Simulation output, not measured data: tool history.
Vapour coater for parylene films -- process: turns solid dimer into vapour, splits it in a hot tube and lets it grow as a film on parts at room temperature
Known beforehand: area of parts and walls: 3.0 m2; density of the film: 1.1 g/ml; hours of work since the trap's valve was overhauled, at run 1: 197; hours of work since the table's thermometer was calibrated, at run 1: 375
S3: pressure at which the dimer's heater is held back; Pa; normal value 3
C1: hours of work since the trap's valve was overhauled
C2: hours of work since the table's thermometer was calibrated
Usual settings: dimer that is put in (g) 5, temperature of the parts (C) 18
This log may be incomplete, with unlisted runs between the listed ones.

{"run": 1, "hour": 0.0, "dimer that is put in (g)": 5, "temperature of the parts (C)": 18, "S3": 3, "C1": 197, "C2": 375, "thickness of the film (µm)": 0.825}
{"run": 2, "hour": 17.3, "dimer that is put in (g)": 5, "temperature of the parts (C)": 18, "S3": 3, "C1": 207, "C2": 385, "thickness of the film (µm)": 0.822}
{"run": 3, "hour": 25.5, "dimer that is put in (g)": 5, "temperature of the parts (C)": 18, "S3": 3, "C1": 212, "C2": 389, "thickness of the film (µm)": 0.82}
{"hour": 31.3, "done": "trap's valve overhauled"}
{"run": 4, "hour": 39.4, "dimer that is put in (g)": 5, "temperature of the parts (C)": 18, "S3": 3, "C1": 5, "C2": 395, "thickness of the film (µm)": 0.854}
{"run": 5, "hour": 49.7, "dimer that is put in (g)": 5, "temperature of the parts (C)": 18, "S3": 3, "C1": 10, "C2": 401, "thickness of the film (µm)": 0.851}
{"run": 6, "hour": 67.1, "dimer that is put in (g)": 5, "temperature of the parts (C)": 18, "S3": 3, "C1": 20, "C2": 411, "thickness of the film (µm)": 0.853}
{"run": 7, "hour": 76.4, "dimer that is put in (g)": 5, "temperature of the parts (C)": 18, "S3": 3, "C1": 26, "C2": 416, "thickness of the film (µm)": 0.852}
{"run": 8, "hour": 92.9, "dimer that is put in (g)": 6, "temperature of the parts (C)": 18, "S3": 3, "C1": 35, "C2": 425, "thickness of the film (µm)": 1.01}
{"run": 9, "hour": 100.7, "dimer that is put in (g)": 3, "temperature of the parts (C)": 18, "S3": 3, "C1": 40, "C2": 430, "thickness of the film (µm)": 0.51}
{"run": 10, "hour": 109.1, "dimer that is put in (g)": 5, "temperature of the parts (C)": 18, "S3": 3, "C1": 44, "C2": 435, "thickness of the film (µm)": 0.846}
{"run": 11, "hour": 122.2, "dimer that is put in (g)": 5, "temperature of the parts (C)": 18, "S3": 3, "C1": 52, "C2": 442, "thickness of the film (µm)": 0.847}
{"run": 12, "hour": 132.3, "dimer that is put in (g)": 7, "temperature of the parts (C)": 18, "S3": 3, "C1": 58, "C2": 448, "thickness of the film (µm)": 1.174}
{"hour": 134.5, "done": "table's thermometer calibrated"}
{"run": 13, "hour": 145.7, "dimer that is put in (g)": 7, "temperature of the parts (C)": 18, "S3": 2.43, "C1": 65, "C2": 6, "thickness of the film (µm)": 1.216}
{"run": 14, "hour": 155.6, "dimer that is put in (g)": 5, "temperature of the parts (C)": 11, "S3": 10.68, "C1": 70, "C2": 12, "thickness of the film (µm)": 0.89}
{"run": 15, "hour": 164.7, "dimer that is put in (g)": 5, "temperature of the parts (C)": 11, "S3": 10.68, "C1": 75, "C2": 17, "thickness of the film (µm)": 0.895}
{"run": 16, "hour": 178.1, "dimer that is put in (g)": 2, "temperature of the parts (C)": 14, "S3": 7.95, "C1": 83, "C2": 25, "thickness of the film (µm)": 0.33}
{"run": 17, "hour": 189.3, "dimer that is put in (g)": 5, "temperature of the parts (C)": 23, "S3": 8.11, "C1": 89, "C2": 31, "thickness of the film (µm)": 0.561}
{"run": 18, "hour": 206.5, "dimer that is put in (g)": 4, "temperature of the parts (C)": 18, "S3": 2.83, "C1": 99, "C2": 41, "thickness of the film (µm)": 0.677}
{"run": 19, "hour": 215.3, "dimer that is put in (g)": 7, "temperature of the parts (C)": 12, "S3": 4.7, "C1": 104, "C2": 46, "thickness of the film (µm)": 1.383}
{"run": 20, "hour": 223.9, "dimer that is put in (g)": 7, "temperature of the parts (C)": 12, "S3": 4.7, "C1": 109, "C2": 51, "thickness of the film (µm)": 1.378}
{"hour": 237.2, "done": "table's thermometer calibrated, once more"}
{"run": 21, "hour": 239.7, "dimer that is put in (g)": 7, "temperature of the parts (C)": 12, "S3": 4.7, "C1": 118, "C2": 1, "thickness of the film (µm)": 1.394}
{"run": 22, "hour": 250.7, "dimer that is put in (g)": 5, "temperature of the parts (C)": 11, "S3": 8.06, "C1": 124, "C2": 8, "thickness of the film (µm)": 0.943}
{"run": 23, "hour": 264.3, "dimer that is put in (g)": 4, "temperature of the parts (C)": 18, "S3": 3, "C1": 132, "C2": 15, "thickness of the film (µm)": 0.664}

Consider 3 possible next runs. They are alternatives, not a sequence: every one starts from the tool as it was left by run 23. What does each give?
{"run": "A", "hour": 274.8, "dimer that is put in (g)": 4, "temperature of the parts (C)": 25, "S3": 3, "C1": 137, "C2": 21, "thickness of the film (µm)": "?"}
{"run": "B", "hour": 274.8, "dimer that is put in (g)": 3, "temperature of the parts (C)": 18, "S3": 2.65, "C1": 137, "C2": 21, "thickness of the film (µm)": "?"}
{"run": "C", "hour": 274.8, "dimer that is put in (g)": 2, "temperature of the parts (C)": 18, "S3": 3, "C1": 137, "C2": 21, "thickness of the film (µm)": "?"}

run=A thickness_of_the_film_(µm)=0.504
run=B thickness_of_the_film_(µm)=0.516
run=C thickness_of_the_film_(µm)=0.335
With the hidden condition removed and each run's random variation left untouched, the same runs would have given:
run=A thickness_of_the_film_(µm)=0.52
run=B thickness_of_the_film_(µm)=0.533
run=C thickness_of_the_film_(µm)=0.346
